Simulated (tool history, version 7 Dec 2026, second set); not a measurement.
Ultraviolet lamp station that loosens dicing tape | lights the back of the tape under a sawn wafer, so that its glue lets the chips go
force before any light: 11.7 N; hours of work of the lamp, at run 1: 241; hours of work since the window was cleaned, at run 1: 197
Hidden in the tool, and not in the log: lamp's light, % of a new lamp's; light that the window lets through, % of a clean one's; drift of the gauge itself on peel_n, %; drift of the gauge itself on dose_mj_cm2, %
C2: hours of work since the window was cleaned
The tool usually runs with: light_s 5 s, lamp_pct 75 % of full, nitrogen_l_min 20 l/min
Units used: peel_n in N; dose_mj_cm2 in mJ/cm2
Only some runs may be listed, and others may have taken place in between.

Run 1, hour 0: usual settings; hours of work of the lamp 241; C2 197. Result: peel_n 0.477 N, dose_mj_cm2 274 mJ/cm2.
Run 2, hour 24: usual settings; hours of work of the lamp 252; C2 208. Result: peel_n 0.486 N, dose_mj_cm2 272 mJ/cm2.
Run 3, hour 37.6: usual settings; hours of work of the lamp 258; C2 214. Result: peel_n 0.482 N, dose_mj_cm2 271 mJ/cm2.
Run 4, hour 62.5: usual settings; hours of work of the lamp 269; C2 225. Result: peel_n 0.481 N, dose_mj_cm2 268 mJ/cm2.
Run 5, hour 92.6: usual settings but lamp_pct 69 % of full; hours of work of the lamp 283; C2 239. Result: peel_n 0.601 N, dose_mj_cm2 246 mJ/cm2.
Run 6, hour 108.3: usual settings; hours of work of the lamp 290; C2 246. Result: peel_n 0.504 N, dose_mj_cm2 263 mJ/cm2.
Run 7, hour 138.7: usual settings; hours of work of the lamp 304; C2 259. Result: peel_n 0.5 N, dose_mj_cm2 262 mJ/cm2.
At hour 140.6: window cleaned of glue's vapour.
Run 8, hour 170.1: usual settings; hours of work of the lamp 318; C2 13. Result: peel_n 0.548 N, dose_mj_cm2 249 mJ/cm2.
At hour 188.8: window cleaned of glue's vapour, once more.
Run 9, hour 201: usual settings but light_s 4 s, lamp_pct 80 % of full, nitrogen_l_min 9 l/min; hours of work of the lamp 331; C2 5. Result: peel_n 1.135 N, dose_mj_cm2 258 mJ/cm2.
Run 10, hour 229.9: usual settings but light_s 3 s, lamp_pct 69 % of full, nitrogen_l_min 10 l/min; hours of work of the lamp 344; C2 19. Result: peel_n 2.385 N, dose_mj_cm2 165 mJ/cm2.
Run 11, hour 254.6: usual settings but lamp_pct 71 % of full; hours of work of the lamp 355; C2 30. Result: peel_n 0.454 N, dose_mj_cm2 280 mJ/cm2.
Run 12, hour 286.2: usual settings but lamp_pct 71 % of full; hours of work of the lamp 370; C2 44. Result: peel_n 0.472 N, dose_mj_cm2 276 mJ/cm2.
Run 13, hour 314.4: usual settings but light_s 7 s, lamp_pct 99 % of full, nitrogen_l_min 28 l/min; hours of work of the lamp 382; C2 57. Result: peel_n 0.158 N, dose_mj_cm2 537 mJ/cm2.
Run 14, hour 332.7: usual settings but light_s 3 s, lamp_pct 71 % of full, nitrogen_l_min 8 l/min; hours of work of the lamp 391; C2 65. Result: peel_n 2.716 N, dose_mj_cm2 159 mJ/cm2.
Run 15, hour 347.2: usual settings but lamp_pct 83 % of full, nitrogen_l_min 15 l/min; hours of work of the lamp 397; C2 71. Result: peel_n 0.417 N, dose_mj_cm2 312 mJ/cm2.

Predict each of these 5 candidate next runs independently; none follows another, all start after run 15:
Run A, hour 374.4: usual settings but nitrogen_l_min 10 l/min; hours of work of the lamp 409; C2 84. Result: peel_n ?, dose_mj_cm2 ?.
Run B, hour 374.4: usual settings; hours of work of the lamp 409; C2 84. Result: peel_n ?, dose_mj_cm2 ?.
Run C, hour 374.4: usual settings but lamp_pct 98 % of full, nitrogen_l_min 12 l/min; hours of work of the lamp 409; C2 84. Result: peel_n ?, dose_mj_cm2 ?.
Run D, hour 374.4: usual settings but lamp_pct 99 % of full, nitrogen_l_min 33 l/min; hours of work of the lamp 409; C2 84. Result: peel_n ?, dose_mj_cm2 ?.
Run E, hour 374.4: usual settings but lamp_pct 62 % of full, nitrogen_l_min 9 l/min; hours of work of the lamp 409; C2 84. Result: peel_n ?, dose_mj_cm2 ?.

run  peel_n  dose_mj_cm2
  A    0.82          281
  B   0.416          287
  C   0.362          370
  D   0.197          374
  E   1.337          232
Take away the tool's hidden state, keep each run's random variation, and the runs would have read:
run  peel_n  dose_mj_cm2
  A    0.63          314
  B    0.32          320
  C   0.281          414
  D    0.18          419
  E   1.059          260

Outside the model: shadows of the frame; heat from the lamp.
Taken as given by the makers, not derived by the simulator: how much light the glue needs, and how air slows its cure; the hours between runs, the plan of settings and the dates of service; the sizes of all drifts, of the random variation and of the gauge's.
